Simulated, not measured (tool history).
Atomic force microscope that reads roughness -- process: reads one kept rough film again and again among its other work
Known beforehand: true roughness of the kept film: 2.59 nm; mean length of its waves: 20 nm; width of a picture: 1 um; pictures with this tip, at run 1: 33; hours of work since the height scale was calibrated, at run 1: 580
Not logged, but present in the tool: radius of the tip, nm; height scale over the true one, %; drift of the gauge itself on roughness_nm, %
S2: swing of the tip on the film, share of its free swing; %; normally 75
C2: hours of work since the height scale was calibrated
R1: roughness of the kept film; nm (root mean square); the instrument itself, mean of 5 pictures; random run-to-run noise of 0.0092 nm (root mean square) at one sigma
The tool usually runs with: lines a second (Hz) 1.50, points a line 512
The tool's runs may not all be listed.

Run 1, hour 0.0: usual settings; pictures with this tip 33; C2 580. Result: R1 1.991 nm (root mean square).
Run 2, hour 16.1: usual settings; pictures with this tip 54; C2 588. Result: R1 1.975 nm (root mean square).
Run 3, hour 33.7: usual settings; pictures with this tip 77; C2 598. Result: R1 1.943 nm (root mean square).
Run 4, hour 58.0: usual settings; pictures with this tip 108; C2 611. Result: R1 1.890 nm (root mean square).
Run 5, hour 79.8: usual settings but lines a second (Hz) 0.68; pictures with this tip 137; C2 622. Result: R1 1.970 nm (root mean square).
Run 6, hour 103.3: usual settings; pictures with this tip 168; C2 635. Result: R1 1.832 nm (root mean square).
Run 7, hour 127.8: usual settings but lines a second (Hz) 0.84; pictures with this tip 200; C2 648. Result: R1 1.866 nm (root mean square).
Run 8, hour 145.1: usual settings but lines a second (Hz) 3.20; pictures with this tip 222; C2 658. Result: R1 1.595 nm (root mean square).
Run 9, hour 158.8: usual settings but lines a second (Hz) 0.56; pictures with this tip 240; C2 665. Result: R1 1.841 nm (root mean square).
Run 10, hour 178.1: usual settings but lines a second (Hz) 0.56; pictures with this tip 265; C2 675. Result: R1 1.806 nm (root mean square).
Run 11, hour 202.7: usual settings but S2 73 %; pictures with this tip 298; C2 688. Result: R1 1.703 nm (root mean square).
Run 12, hour 222.8: usual settings but points a line 721; pictures with this tip 324; C2 699. Result: R1 1.651 nm (root mean square).
At hour 230.6: new tip fitted.
Run 13, hour 241.2: usual settings but points a line 721; pictures with this tip 13; C2 709. Result: R1 2.016 nm (root mean square).
Run 14, hour 254.1: usual settings but points a line 721; pictures with this tip 30; C2 716. Result: R1 1.990 nm (root mean square).
Run 15, hour 276.0: usual settings but lines a second (Hz) 2.02; pictures with this tip 59; C2 728. Result: R1 1.871 nm (root mean square).
Run 16, hour 291.4: usual settings but lines a second (Hz) 2.02; pictures with this tip 79; C2 736. Result: R1 1.854 nm (root mean square).
Run 17, hour 312.9: usual settings but lines a second (Hz) 0.84; pictures with this tip 107; C2 747. Result: R1 1.955 nm (root mean square).
Run 18, hour 331.1: usual settings but lines a second (Hz) 0.84; pictures with this tip 131; C2 757. Result: R1 1.926 nm (root mean square).
Run 19, hour 345.4: usual settings but lines a second (Hz) 0.84; pictures with this tip 150; C2 765. Result: R1 1.907 nm (root mean square).
Run 20, hour 367.2: usual settings but lines a second (Hz) 0.84; pictures with this tip 178; C2 776. Result: R1 1.872 nm (root mean square).
Run 21, hour 379.5: usual settings but lines a second (Hz) 0.84; pictures with this tip 194; C2 783. Result: R1 1.842 nm (root mean square).
Run 22, hour 401.3: usual settings but lines a second (Hz) 0.84; pictures with this tip 223; C2 795. Result: R1 1.803 nm (root mean square).
Run 23, hour 424.8: usual settings but lines a second (Hz) 0.84; pictures with this tip 253; C2 807. Result: R1 1.782 nm (root mean square).
At hour 427.2: height scale calibrated on a step standard.
Run 24, hour 440.5: usual settings; pictures with this tip 273; C2 7. Result: R1 1.681 nm (root mean square).
Run 25, hour 459.1: usual settings; pictures with this tip 297; C2 17. Result: R1 1.657 nm (root mean square).
Run 26, hour 484.1: usual settings but lines a second (Hz) 1.31, S2 85 %, points a line 487; pictures with this tip 330; C2 31. Result: R1 1.560 nm (root mean square).
At hour 487.0: new tip fitted.
Run 27, hour 505.0: usual settings but S2 64 %, points a line 779; pictures with this tip 23; C2 42. Result: R1 2.093 nm (root mean square).
At hour 520.8: height scale calibrated on a step standard, once more.
Run 28, hour 529.1: usual settings but lines a second (Hz) 3.15; pictures with this tip 54; C2 5. Result: R1 1.795 nm (root mean square).
Run 29, hour 541.5: usual settings but lines a second (Hz) 3.15; pictures with this tip 70; C2 11. Result: R1 1.782 nm (root mean square).
Run 30, hour 558.7: usual settings but lines a second (Hz) 3.15; pictures with this tip 92; C2 20. Result: R1 1.752 nm (root mean square).
Run 31, hour 582.4: usual settings but lines a second (Hz) 3.42, S2 73 %; pictures with this tip 123; C2 33. Result: R1 1.727 nm (root mean square).
Run 32, hour 599.1: usual settings but S2 57 %, points a line 388; pictures with this tip 145; C2 42. Result: R1 1.968 nm (root mean square).
Run 33, hour 614.8: usual settings but S2 57 %; pictures with this tip 166; C2 50. Result: R1 1.963 nm (root mean square).
Run 34, hour 641.1: usual settings but S2 57 %; pictures with this tip 200; C2 65. Result: R1 1.913 nm (root mean square).
Run 35, hour 655.3: usual settings but lines a second (Hz) 0.62, S2 72 %, points a line 296; pictures with this tip 219; C2 72. Result: R1 1.848 nm (root mean square).
Run 36, hour 679.8: usual settings but lines a second (Hz) 2.01, S2 72 %, points a line 850; pictures with this tip 251; C2 85. Result: R1 1.732 nm (root mean square).
Run 37, hour 706.1: usual settings but lines a second (Hz) 1.18, S2 67 %, points a line 754; pictures with this tip 285; C2 100. Result: R1 1.786 nm (root mean square).
Run 38, hour 732.6: usual settings but lines a second (Hz) 1.87, S2 67 %, points a line 754; pictures with this tip 320; C2 114. Result: R1 1.699 nm (root mean square).
At hour 743.4: new tip fitted.
Run 39, hour 756.2: usual settings but lines a second (Hz) 2.24, S2 74 %; pictures with this tip 17; C2 126. Result: R1 1.946 nm (root mean square).
Run 40, hour 782.7: usual settings but lines a second (Hz) 3.63, S2 66 %; pictures with this tip 51; C2 140. Result: R1 1.889 nm (root mean square).
Run 41, hour 793.7: usual settings but lines a second (Hz) 3.63, S2 66 %, points a line 648; pictures with this tip 66; C2 146. Result: R1 1.867 nm (root mean square).
Run 42, hour 816.8: usual settings but lines a second (Hz) 2.99, S2 69 %, points a line 949; pictures with this tip 96; C2 159. Result: R1 1.855 nm (root mean square).
Run 43, hour 839.2: usual settings but points a line 363; pictures with this tip 125; C2 171. Result: R1 1.849 nm (root mean square).
Run 44, hour 861.6: usual settings but lines a second (Hz) 0.92, S2 68 %; pictures with this tip 155; C2 183. Result: R1 1.944 nm (root mean square).
Run 45, hour 884.5: usual settings but lines a second (Hz) 0.92, S2 68 %; pictures with this tip 185; C2 195. Result: R1 1.900 nm (root mean square).
Run 46, hour 906.6: usual settings but lines a second (Hz) 1.29, S2 57 %, points a line 437; pictures with this tip 214; C2 207. Result: R1 1.898 nm (root mean square).
Run 47, hour 932.1: usual settings but lines a second (Hz) 1.29, S2 57 %, points a line 437; pictures with this tip 247; C2 221. Result: R1 1.860 nm (root mean square).
Run 48, hour 948.3: usual settings but lines a second (Hz) 0.62, S2 78 %, points a line 437; pictures with this tip 268; C2 229. Result: R1 1.780 nm (root mean square).
Run 49, hour 974.1: usual settings but lines a second (Hz) 1.16, points a line 392; pictures with this tip 302; C2 243. Result: R1 1.696 nm (root mean square).
Run 50, hour 990.4: usual settings but lines a second (Hz) 1.16, points a line 392; pictures with this tip 323; C2 252. Result: R1 1.688 nm (root mean square).

Alternative continuations, all from the tool just after run 50; predict every row:
At hour 998.6: new tip fitted.
Run A, hour 1014.7: usual settings but lines a second (Hz) 2.09, S2 59 %; pictures with this tip 21; C2 265. Result: R1 ?.
At hour 998.6: new tip fitted.
Run B, hour 1014.7: usual settings but lines a second (Hz) 1.16, S2 66 %, points a line 475; pictures with this tip 21; C2 265. Result: R1 ?.
At hour 998.6: new tip fitted.
Run C, hour 1014.7: usual settings but lines a second (Hz) 3.10; pictures with this tip 21; C2 265. Result: R1 ?.
At hour 998.6: new tip fitted.
Run D, hour 1014.7: usual settings but lines a second (Hz) 1.06; pictures with this tip 21; C2 265. Result: R1 ?.
At hour 998.6: new tip fitted.
Run E, hour 1014.7: usual settings but points a line 467; pictures with this tip 21; C2 265. Result: R1 ?.

run     R1
  A  2.118
  B  2.077
  C  1.840
  D  2.075
  E  2.018
What these runs would have given with no unlogged condition in the tool:
run     R1
  A  2.168
  B  2.126
  C  1.883
  D  2.123
  E  2.065

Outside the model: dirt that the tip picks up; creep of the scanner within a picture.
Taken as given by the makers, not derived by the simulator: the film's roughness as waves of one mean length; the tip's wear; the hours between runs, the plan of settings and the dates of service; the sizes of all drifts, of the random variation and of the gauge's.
